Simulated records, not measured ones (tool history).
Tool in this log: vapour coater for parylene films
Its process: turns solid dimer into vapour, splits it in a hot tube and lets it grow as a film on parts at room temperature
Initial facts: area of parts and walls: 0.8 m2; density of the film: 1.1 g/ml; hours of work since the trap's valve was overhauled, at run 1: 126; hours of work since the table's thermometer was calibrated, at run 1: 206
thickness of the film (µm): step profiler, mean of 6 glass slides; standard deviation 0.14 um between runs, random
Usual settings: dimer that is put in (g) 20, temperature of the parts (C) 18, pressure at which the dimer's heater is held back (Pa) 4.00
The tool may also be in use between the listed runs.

| run | day | dimer that is put in (g) | temperature of the parts (C) | pressure at which the dimer's heater is held back (Pa) | hours of work since the trap's valve was overhauled | hours of work since the table's thermometer was calibrated | thickness of the film (µm) |
|---|---|---|---|---|---|---|---|
| 1 | 0.000 | 20 | 18 | 4.00 | 126 | 206 | 16.73 |
| 2 | 0.754 | 20 | 18 | 4.00 | 141 | 222 | 16.63 |
| 3 | 1.396 | 20 | 18 | 4.00 | 155 | 235 | 16.71 |
| 4 | 1.904 | 20 | 18 | 4.00 | 165 | 246 | 16.36 |
| 5 | 2.679 | 9 | 18 | 4.00 | 181 | 261 | 7.48 |
| 6 | 3.296 | 9 | 18 | 4.00 | 194 | 274 | 7.37 |
| 7 | 3.858 | 9 | 18 | 4.00 | 205 | 286 | 7.47 |
| 8 | 4.404 | 9 | 18 | 4.00 | 216 | 297 | 7.36 |
| 9 | 5.088 | 9 | 18 | 4.00 | 230 | 311 | 7.30 |
| 10 | 5.588 | 9 | 18 | 4.00 | 241 | 321 | 7.27 |
| 11 | 6.200 | 20 | 18 | 4.00 | 253 | 334 | 16.19 |
| 12 | 6.554 | 20 | 18 | 4.00 | 260 | 341 | 16.46 |
| 13 | 7.042 | 20 | 18 | 4.00 | 270 | 351 | 16.11 |
|  | 7.433 | trap's valve overhauled |
| 14 | 7.875 | 20 | 20 | 4.00 | 9 | 365 | 15.75 |
| 15 | 8.483 | 20 | 18 | 4.00 | 22 | 377 | 17.25 |
| 16 | 8.912 | 20 | 18 | 4.00 | 30 | 386 | 16.92 |
| 17 | 9.671 | 20 | 18 | 4.00 | 46 | 401 | 17.00 |
| 18 | 10.154 | 20 | 18 | 4.00 | 56 | 411 | 17.11 |
| 19 | 10.550 | 20 | 18 | 4.00 | 64 | 419 | 16.77 |
| 20 | 11.146 | 29 | 12 | 4.00 | 76 | 432 | 31.76 |
| 21 | 11.512 | 28 | 15 | 4.79 | 84 | 439 | 26.64 |
| 22 | 12.062 | 9 | 16 | 10.40 | 95 | 450 | 7.63 |
| 23 | 12.746 | 17 | 18 | 4.00 | 109 | 464 | 14.25 |
| 24 | 13.392 | 20 | 18 | 2.09 | 122 | 478 | 17.61 |
| 25 | 14.146 | 24 | 29 | 2.20 | 138 | 493 | 12.74 |
| 26 | 14.596 | 22 | 27 | 6.11 | 147 | 502 | 12.14 |
| 27 | 15.071 | 22 | 27 | 6.11 | 157 | 512 | 11.94 |
| 28 | 15.754 | 33 | 16 | 6.11 | 171 | 526 | 29.25 |
| 29 | 16.521 | 10 | 18 | 4.99 | 186 | 542 | 8.11 |
| 30 | 16.846 | 8 | 24 | 6.32 | 193 | 549 | 4.96 |
| 31 | 17.508 | 19 | 24 | 6.32 | 207 | 562 | 11.73 |
| 32 | 18.142 | 20 | 18 | 4.47 | 220 | 575 | 16.36 |
| 33 | 18.762 | 20 | 18 | 4.47 | 232 | 588 | 16.52 |
| 34 | 19.421 | 20 | 16 | 3.40 | 246 | 601 | 18.25 |
| 35 | 19.904 | 32 | 23 | 9.44 | 256 | 611 | 19.76 |
| 36 | 20.333 | 19 | 18 | 3.86 | 265 | 620 | 15.50 |
|  | 21.008 | trap's valve overhauled |
| 37 | 21.162 | 19 | 18 | 3.86 | 3 | 634 | 16.42 |

Predict each of these 4 candidate next runs independently; none follows another, all start after run 37:
| A | 21.912 | 19 | 22 | 2.43 | 19 | 649 | ? |
| B | 21.912 | 20 | 21 | 2.16 | 19 | 649 | ? |
| C | 21.912 | 21 | 18 | 3.86 | 19 | 649 | ? |
| D | 21.912 | 18 | 18 | 3.86 | 19 | 649 | ? |

| run | thickness of the film (µm) |
|---|---|
| A | 14.26 |
| B | 15.52 |
| C | 18.34 |
| D | 15.58 |
The same runs, with their run-to-run variation unchanged, on a tool lacking any hidden condition would have given:
| run | thickness of the film (µm) |
|---|---|
| A | 14.35 |
| B | 15.62 |
| C | 18.46 |
| D | 15.69 |

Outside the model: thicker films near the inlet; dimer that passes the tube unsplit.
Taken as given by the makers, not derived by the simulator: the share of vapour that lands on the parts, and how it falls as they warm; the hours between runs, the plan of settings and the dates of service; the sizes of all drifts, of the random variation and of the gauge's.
